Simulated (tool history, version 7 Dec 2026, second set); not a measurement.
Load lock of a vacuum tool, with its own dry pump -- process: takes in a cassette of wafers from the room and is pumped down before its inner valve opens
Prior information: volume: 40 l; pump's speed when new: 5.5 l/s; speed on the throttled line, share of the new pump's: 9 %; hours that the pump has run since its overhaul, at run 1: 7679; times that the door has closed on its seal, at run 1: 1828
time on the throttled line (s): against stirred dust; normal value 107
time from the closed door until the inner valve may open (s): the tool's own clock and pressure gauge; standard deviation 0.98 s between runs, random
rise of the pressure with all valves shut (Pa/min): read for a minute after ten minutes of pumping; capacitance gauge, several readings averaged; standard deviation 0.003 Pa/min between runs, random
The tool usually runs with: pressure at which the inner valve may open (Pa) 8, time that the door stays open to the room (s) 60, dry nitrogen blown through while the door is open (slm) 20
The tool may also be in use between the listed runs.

run,hour,time on the throttled line (s),pressure at which the inner valve may open (Pa),time that the door stays open to the room (s),dry nitrogen blown through while the door is open (slm),hours that the pump has run since its overhaul,times that the door has closed on its seal,"incoming humidity of the room's air, %",time from the closed door until the inner valve may open (s),rise of the pressure with all valves shut (Pa/min)
1,0,107,8,60,20,7679,1828,46.2,172.5,0.057
2,129.2,107,8,60,20,7809,2261,44.9,171.2,0.061
3,208.1,107,8,60,20,7887,2525,47.1,171.4,0.067
4,291.1,107,8,60,20,7970,2804,45.5,172.5,0.06
5,382.6,107,8,60,20,8062,3110,44.3,171.5,0.061
6,478.1,107,8,60,20,8157,3430,46,172.6,0.064
7,576,107,8,60,20,8255,3758,48.6,173.1,0.063
8,700.3,107,8,60,20,8380,4175,43.4,172.6,0.061
9,808.9,107,8,60,20,8488,4539,44.1,174.7,0.065
10,961.6,107,8,60,20,8641,5050,44.7,172.1,0.061
11,1050.5,107,8,60,20,8730,5348,46.8,173.5,0.064
12,1203.5,107,7,60,20,8883,5861,46.2,173.9,0.066
13,1334.1,107,9,60,20,9013,6298,47.3,171.7,0.071
14,1493.5,107,8,60,20,9173,6833,45.4,173.9,0.067
15,1584.9,107,8,60,20,9264,7139,45.3,172.2,0.071
16,1669.4,107,8,60,20,9349,7422,47.7,174.6,0.073
17,1785.2,107,8,60,20,9465,7810,47.3,172.6,0.075
18,1929.7,107,8,60,20,9609,8294,46,173.5,0.071
19,2071.5,107,8,60,4,9751,8770,45.1,172.7,0.095
20,2236,107,8,60,4,9915,9321,42.9,173.8,0.087
21,2374.7,111,15,124,4,10054,9786,46.4,172.1,0.135
22,2492.8,107,8,60,14,10172,10181,43.9,173.8,0.073
23,2628.3,107,9,60,20,10308,10635,46.8,172.3,0.084
24,2752.1,127,9,33,40,10431,11050,43.8,191.1,0.056
25,2847.4,127,9,33,40,10527,11370,43.3,190.4,0.057
26,2965,107,8,37,20,10644,11764,43.9,174.9,0.068
27,3069.7,111,8,60,20,10749,12114,42.6,176.9,0.079
28,3203,111,8,60,20,10882,12561,48.2,177.7,0.083
29,3352.6,111,13,60,5,11032,13063,46.1,174.3,0.109
30,3505.4,107,10,60,17,11185,13574,39,170.9,0.082
31,3666.9,200,10,60,17,11346,14116,47.9,254.6,0.1
32,3800.9,59,9,60,6,11480,14565,46.1,131,0.109
33,3962.3,192,9,200,6,11642,15105,46.2,251.9,0.184
34,4127.3,125,9,140,11,11807,15659,42.5,189.8,0.137
35,4241.9,107,8,154,4,11921,16042,45.8,174.7,0.167
36,4357.8,71,14,134,37,12037,16431,42.4,137.3,0.102
37,4427.8,108,8,35,20,12107,16665,45.2,178.3,0.089

Difference, measured minus no-hidden-state, one row per run. Run-to-run variation is common to both terms; the gauge's own scatter need not be:
The hidden state here: pump's speed, % of a new pump's; leak at the door's seal, Pa l/s; drift of the gauge itself on ready_s, %; drift of the gauge itself on rise_pa_min, %.
run,time from the closed door until the inner valve may open (s),rise of the pressure with all valves shut (Pa/min)
1,+5.3,+0.005
2,+5.5,+0.005
3,+5.4,+0.006
4,+5.6,+0.006
5,+5.6,+0.007
6,+5.7,+0.007
7,+5.8,+0.008
8,+5.9,+0.008
9,+6,+0.01
10,+6.1,+0.011
11,+6.2,+0.012
12,+6.5,+0.013
13,+6.3,+0.014
14,+6.5,+0.015
15,+6.5,+0.015
16,+6.6,+0.016
17,+6.7,+0.018
18,+6.8,+0.018
19,+6.9,+0.02
20,+7.1,+0.021
21,+6.6,+0.022
22,+7.3,+0.023
23,+7.4,+0.025
24,+7.2,+0.026
25,+7.3,+0.027
26,+7.7,+0.029
27,+7.8,+0.029
28,+7.9,+0.03
29,+7.6,+0.032
30,+7.8,+0.034
31,+6.8,+0.036
32,+8.9,+0.037
33,+7.5,+0.039
34,+8.4,+0.041
35,+8.8,+0.042
36,+8.7,+0.043
37,+9.1,+0.045
